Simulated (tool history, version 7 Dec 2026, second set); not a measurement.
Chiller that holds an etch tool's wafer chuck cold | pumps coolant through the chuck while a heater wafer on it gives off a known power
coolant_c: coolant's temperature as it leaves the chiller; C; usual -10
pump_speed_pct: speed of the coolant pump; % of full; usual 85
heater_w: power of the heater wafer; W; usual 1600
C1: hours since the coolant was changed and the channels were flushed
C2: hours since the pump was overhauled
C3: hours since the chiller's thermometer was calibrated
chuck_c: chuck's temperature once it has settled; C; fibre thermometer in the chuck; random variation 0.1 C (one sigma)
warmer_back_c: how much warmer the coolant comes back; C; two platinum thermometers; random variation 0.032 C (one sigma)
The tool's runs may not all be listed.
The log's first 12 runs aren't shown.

Run 13, hour 1898.3: usual settings; C1 2494; C2 3391; C3 1609. Result: chuck_c 0.6 C, warmer_back_c 3.33 C.
Run 14, hour 1999.3: usual settings; C1 2595; C2 3492; C3 1710. Result: chuck_c 0.6 C, warmer_back_c 3.29 C.
Run 15, hour 2161.9: usual settings; C1 2758; C2 3655; C3 1872. Result: chuck_c 0.6 C, warmer_back_c 3.23 C.
Run 16, hour 2265.5: usual settings; C1 2861; C2 3759; C3 1976. Result: chuck_c 0.5 C, warmer_back_c 3.27 C.
Run 17, hour 2367.7: usual settings but heater_w 1150 W; C1 2963; C2 3861; C3 2078. Result: chuck_c -2.2 C, warmer_back_c 2.33 C.
Run 18, hour 2473.6: usual settings but coolant_c -2 C, pump_speed_pct 60 % of full, heater_w 921 W; C1 3069; C2 3967; C3 2184. Result: chuck_c 6.3 C, warmer_back_c 2.79 C.
Run 19, hour 2579.3: usual settings but coolant_c -2 C, pump_speed_pct 60 % of full, heater_w 921 W; C1 3175; C2 4072; C3 2290. Result: chuck_c 6.2 C, warmer_back_c 2.83 C.
Run 20, hour 2665.8: usual settings but coolant_c -11 C, pump_speed_pct 92 % of full, heater_w 1220 W; C1 3261; C2 4159; C3 2376. Result: chuck_c -3.5 C, warmer_back_c 2.31 C.
Run 21, hour 2798.8: usual settings but coolant_c -11 C, pump_speed_pct 92 % of full, heater_w 1220 W; C1 3394; C2 4292; C3 2509. Result: chuck_c -3.4 C, warmer_back_c 2.29 C.
Run 22, hour 2921.4: usual settings but coolant_c -4 C, pump_speed_pct 76 % of full, heater_w 1220 W; C1 3517; C2 4415; C3 2632. Result: chuck_c 5 C, warmer_back_c 2.82 C.
Run 23, hour 3007.5: usual settings but heater_w 1289 W; C1 3603; C2 4501; C3 2718. Result: chuck_c -1.5 C, warmer_back_c 2.65 C.
Run 24, hour 3119: usual settings but heater_w 1289 W; C1 3715; C2 4612; C3 2830. Result: chuck_c -1.4 C, warmer_back_c 2.66 C.
Run 25, hour 3231.1: usual settings but pump_speed_pct 75 % of full, heater_w 937 W; C1 3827; C2 4724; C3 2942. Result: chuck_c -3.2 C, warmer_back_c 2.26 C.
Run 26, hour 3360.1: usual settings but pump_speed_pct 94 % of full, heater_w 1417 W; C1 3956; C2 4853; C3 3071. Result: chuck_c -1.2 C, warmer_back_c 2.57 C.
Run 27, hour 3535: usual settings but pump_speed_pct 94 % of full, heater_w 1417 W; C1 4131; C2 5028; C3 3246. Result: chuck_c -1.4 C, warmer_back_c 2.55 C.
Run 28, hour 3622.9: usual settings but coolant_c -14 C, pump_speed_pct 94 % of full, heater_w 995 W; C1 4219; C2 5116; C3 3333. Result: chuck_c -8 C, warmer_back_c 1.8 C.
Run 29, hour 3767.4: usual settings but coolant_c -6 C, pump_speed_pct 62 % of full, heater_w 935 W; C1 4363; C2 5261; C3 3478. Result: chuck_c 2 C, warmer_back_c 2.73 C.
Run 30, hour 3853.5: usual settings but pump_speed_pct 61 % of full, heater_w 1390 W; C1 4449; C2 5347; C3 3564. Result: chuck_c 2.3 C, warmer_back_c 4.16 C.

Forecast each of these 4 alternatives for the next run:
At hour 4002.7: chiller's thermometer calibrated.
Run A, hour 4009.3: usual settings but coolant_c -8 C; C1 4604; C2 5501; C3 7. Result: chuck_c ?, warmer_back_c ?.
At hour 4002.7: chiller's thermometer calibrated.
Run B, hour 4009.3: usual settings but pump_speed_pct 70 % of full, heater_w 1920 W; C1 4604; C2 5501; C3 7. Result: chuck_c ?, warmer_back_c ?.
At hour 4002.7: chiller's thermometer calibrated.
Run C, hour 4009.3: usual settings but pump_speed_pct 61 % of full, heater_w 1973 W; C1 4604; C2 5501; C3 7. Result: chuck_c ?, warmer_back_c ?.
At hour 4002.7: chiller's thermometer calibrated.
Run D, hour 4009.3: usual settings but coolant_c -5 C, pump_speed_pct 61 % of full, heater_w 1081 W; C1 4604; C2 5501; C3 7. Result: chuck_c ?, warmer_back_c ?.

run  chuck_c  warmer_back_c
  A      2.6           3.34
  B        5           4.85
  C      7.5           5.84
  D      4.5           3.19
Without the tool's hidden state the same runs would have given:
run  chuck_c  warmer_back_c
  A      2.6           3.34
  B        5           4.84
  C      7.4           5.83
  D      4.5           3.19
